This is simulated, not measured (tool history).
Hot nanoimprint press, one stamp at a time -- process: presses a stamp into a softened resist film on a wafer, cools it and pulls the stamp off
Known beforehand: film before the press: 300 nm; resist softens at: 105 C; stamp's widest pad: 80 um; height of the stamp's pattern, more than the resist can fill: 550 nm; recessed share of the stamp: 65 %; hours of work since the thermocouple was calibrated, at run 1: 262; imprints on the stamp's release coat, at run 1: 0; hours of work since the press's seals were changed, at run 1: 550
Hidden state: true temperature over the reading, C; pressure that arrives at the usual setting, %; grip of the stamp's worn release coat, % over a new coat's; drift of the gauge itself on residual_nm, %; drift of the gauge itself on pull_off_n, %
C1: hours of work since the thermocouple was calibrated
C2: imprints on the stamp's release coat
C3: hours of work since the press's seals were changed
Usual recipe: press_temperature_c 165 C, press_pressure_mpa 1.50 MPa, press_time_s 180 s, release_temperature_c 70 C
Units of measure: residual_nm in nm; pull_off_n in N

{"run": 1, "hour": 0.0, "press_temperature_c": 165, "press_pressure_mpa": 1.5, "press_time_s": 180, "release_temperature_c": 70, "C1": 262, "C2": 0, "C3": 550, "residual_nm": 137.7, "pull_off_n": 217}
{"run": 2, "hour": 27.3, "press_temperature_c": 165, "press_pressure_mpa": 1.5, "press_time_s": 180, "release_temperature_c": 70, "C1": 281, "C2": 74, "C3": 570, "residual_nm": 136.6, "pull_off_n": 218}
{"run": 3, "hour": 56.4, "press_temperature_c": 165, "press_pressure_mpa": 1.5, "press_time_s": 180, "release_temperature_c": 70, "C1": 302, "C2": 153, "C3": 591, "residual_nm": 138.0, "pull_off_n": 213}
{"run": 4, "hour": 89.5, "press_temperature_c": 165, "press_pressure_mpa": 1.5, "press_time_s": 180, "release_temperature_c": 70, "C1": 326, "C2": 242, "C3": 615, "residual_nm": 136.6, "pull_off_n": 230}
{"run": 5, "hour": 129.0, "press_temperature_c": 165, "press_pressure_mpa": 1.5, "press_time_s": 180, "release_temperature_c": 70, "C1": 354, "C2": 349, "C3": 643, "residual_nm": 137.3, "pull_off_n": 217}
{"hour": 163.7, "done": "plate thermocouple calibrated"}
{"run": 6, "hour": 165.8, "press_temperature_c": 165, "press_pressure_mpa": 1.5, "press_time_s": 180, "release_temperature_c": 63, "C1": 2, "C2": 441, "C3": 667, "residual_nm": 137.1, "pull_off_n": 258}
{"run": 7, "hour": 218.3, "press_temperature_c": 165, "press_pressure_mpa": 1.5, "press_time_s": 180, "release_temperature_c": 63, "C1": 39, "C2": 583, "C3": 705, "residual_nm": 136.7, "pull_off_n": 260}
{"run": 8, "hour": 253.8, "press_temperature_c": 165, "press_pressure_mpa": 1.9, "press_time_s": 180, "release_temperature_c": 70, "C1": 65, "C2": 679, "C3": 730, "residual_nm": 122.6, "pull_off_n": 220}
{"run": 9, "hour": 295.1, "press_temperature_c": 165, "press_pressure_mpa": 1.9, "press_time_s": 180, "release_temperature_c": 70, "C1": 94, "C2": 791, "C3": 760, "residual_nm": 120.6, "pull_off_n": 218}
{"run": 10, "hour": 317.5, "press_temperature_c": 165, "press_pressure_mpa": 2.31, "press_time_s": 180, "release_temperature_c": 70, "C1": 110, "C2": 852, "C3": 776, "residual_nm": 110.4, "pull_off_n": 221}
{"run": 11, "hour": 366.3, "press_temperature_c": 165, "press_pressure_mpa": 1.5, "press_time_s": 180, "release_temperature_c": 70, "C1": 145, "C2": 984, "C3": 811, "residual_nm": 136.3, "pull_off_n": 223}
{"run": 12, "hour": 391.7, "press_temperature_c": 165, "press_pressure_mpa": 1.5, "press_time_s": 180, "release_temperature_c": 70, "C1": 163, "C2": 1053, "C3": 829, "residual_nm": 135.9, "pull_off_n": 217}
{"hour": 406.9, "done": "stamp cleaned and given a new release coat"}
{"run": 13, "hour": 440.1, "press_temperature_c": 165, "press_pressure_mpa": 1.5, "press_time_s": 180, "release_temperature_c": 70, "C1": 194, "C2": 90, "C3": 860, "residual_nm": 136.6, "pull_off_n": 221}
{"run": 14, "hour": 474.1, "press_temperature_c": 165, "press_pressure_mpa": 1.5, "press_time_s": 180, "release_temperature_c": 70, "C1": 218, "C2": 182, "C3": 884, "residual_nm": 139.3, "pull_off_n": 224}
{"run": 15, "hour": 506.3, "press_temperature_c": 165, "press_pressure_mpa": 1.5, "press_time_s": 180, "release_temperature_c": 58, "C1": 241, "C2": 269, "C3": 907, "residual_nm": 138.6, "pull_off_n": 289}
{"run": 16, "hour": 549.0, "press_temperature_c": 176, "press_pressure_mpa": 1.26, "press_time_s": 180, "release_temperature_c": 70, "C1": 272, "C2": 385, "C3": 938, "residual_nm": 86.9, "pull_off_n": 220}
{"run": 17, "hour": 583.7, "press_temperature_c": 176, "press_pressure_mpa": 1.26, "press_time_s": 180, "release_temperature_c": 70, "C1": 297, "C2": 479, "C3": 962, "residual_nm": 87.9, "pull_off_n": 221}
{"run": 18, "hour": 608.1, "press_temperature_c": 176, "press_pressure_mpa": 1.26, "press_time_s": 180, "release_temperature_c": 70, "C1": 314, "C2": 545, "C3": 980, "residual_nm": 86.4, "pull_off_n": 221}
{"run": 19, "hour": 631.1, "press_temperature_c": 161, "press_pressure_mpa": 1.4, "press_time_s": 165, "release_temperature_c": 57, "C1": 331, "C2": 607, "C3": 996, "residual_nm": 176.1, "pull_off_n": 288}
{"run": 20, "hour": 667.6, "press_temperature_c": 161, "press_pressure_mpa": 1.4, "press_time_s": 165, "release_temperature_c": 57, "C1": 357, "C2": 706, "C3": 1023, "residual_nm": 176.8, "pull_off_n": 280}
{"run": 21, "hour": 689.6, "press_temperature_c": 154, "press_pressure_mpa": 1.56, "press_time_s": 123, "release_temperature_c": 63, "C1": 373, "C2": 766, "C3": 1038, "residual_nm": 238.1, "pull_off_n": 251}
{"hour": 696.8, "done": "plate thermocouple calibrated"}
{"run": 22, "hour": 720.7, "press_temperature_c": 160, "press_pressure_mpa": 1.43, "press_time_s": 91, "release_temperature_c": 59, "C1": 17, "C2": 842, "C3": 1059, "residual_nm": 213.9, "pull_off_n": 277}
{"run": 23, "hour": 758.3, "press_temperature_c": 160, "press_pressure_mpa": 1.43, "press_time_s": 91, "release_temperature_c": 59, "C1": 44, "C2": 944, "C3": 1086, "residual_nm": 210.8, "pull_off_n": 270}
{"run": 24, "hour": 793.4, "press_temperature_c": 165, "press_pressure_mpa": 1.5, "press_time_s": 230, "release_temperature_c": 70, "C1": 69, "C2": 1039, "C3": 1111, "residual_nm": 124.4, "pull_off_n": 215}
{"hour": 811.3, "done": "stamp cleaned and given a new release coat"}
{"run": 25, "hour": 838.2, "press_temperature_c": 159, "press_pressure_mpa": 1.5, "press_time_s": 343, "release_temperature_c": 70, "C1": 97, "C2": 73, "C3": 1138, "residual_nm": 147.5, "pull_off_n": 219}
{"run": 26, "hour": 862.8, "press_temperature_c": 157, "press_pressure_mpa": 1.5, "press_time_s": 105, "release_temperature_c": 62, "C1": 115, "C2": 140, "C3": 1156, "residual_nm": 222.8, "pull_off_n": 261}
{"run": 27, "hour": 901.5, "press_temperature_c": 154, "press_pressure_mpa": 2.39, "press_time_s": 180, "release_temperature_c": 70, "C1": 142, "C2": 245, "C3": 1184, "residual_nm": 190.9, "pull_off_n": 222}
{"run": 28, "hour": 944.4, "press_temperature_c": 154, "press_pressure_mpa": 2.39, "press_time_s": 180, "release_temperature_c": 70, "C1": 173, "C2": 361, "C3": 1215, "residual_nm": 193.2, "pull_off_n": 217}
{"run": 29, "hour": 981.8, "press_temperature_c": 153, "press_pressure_mpa": 2.39, "press_time_s": 132, "release_temperature_c": 70, "C1": 200, "C2": 462, "C3": 1241, "residual_nm": 214.7, "pull_off_n": 224}

Each row is a separate what-if for the run after 29, all from the same tool condition, not one after another. Results?
{"run": "A", "hour": 1016.2, "press_temperature_c": 165, "press_pressure_mpa": 1.5, "press_time_s": 120, "release_temperature_c": 58, "C1": 225, "C2": 555, "C3": 1266, "residual_nm": "?", "pull_off_n": "?"}
{"run": "B", "hour": 1016.2, "press_temperature_c": 175, "press_pressure_mpa": 2.33, "press_time_s": 132, "release_temperature_c": 61, "C1": 225, "C2": 555, "C3": 1266, "residual_nm": "?", "pull_off_n": "?"}
{"run": "C", "hour": 1016.2, "press_temperature_c": 177, "press_pressure_mpa": 1.82, "press_time_s": 137, "release_temperature_c": 70, "C1": 225, "C2": 555, "C3": 1266, "residual_nm": "?", "pull_off_n": "?"}
{"run": "D", "hour": 1016.2, "press_temperature_c": 170, "press_pressure_mpa": 1.6, "press_time_s": 180, "release_temperature_c": 73, "C1": 225, "C2": 555, "C3": 1266, "residual_nm": "?", "pull_off_n": "?"}
{"run": "E", "hour": 1016.2, "press_temperature_c": 153, "press_pressure_mpa": 2.39, "press_time_s": 93, "release_temperature_c": 70, "C1": 225, "C2": 555, "C3": 1266, "residual_nm": "?", "pull_off_n": "?"}

run=A residual_nm=158.5 pull_off_n=275
run=B residual_nm=75.2 pull_off_n=266
run=C residual_nm=74.6 pull_off_n=215
run=D residual_nm=103.0 pull_off_n=202
run=E residual_nm=234.3 pull_off_n=214
Had the tool no hidden state, the same runs would have come out as:
run=A residual_nm=158.3 pull_off_n=274
run=B residual_nm=75.1 pull_off_n=266
run=C residual_nm=74.5 pull_off_n=214
run=D residual_nm=102.8 pull_off_n=201
run=E residual_nm=234.1 pull_off_n=213
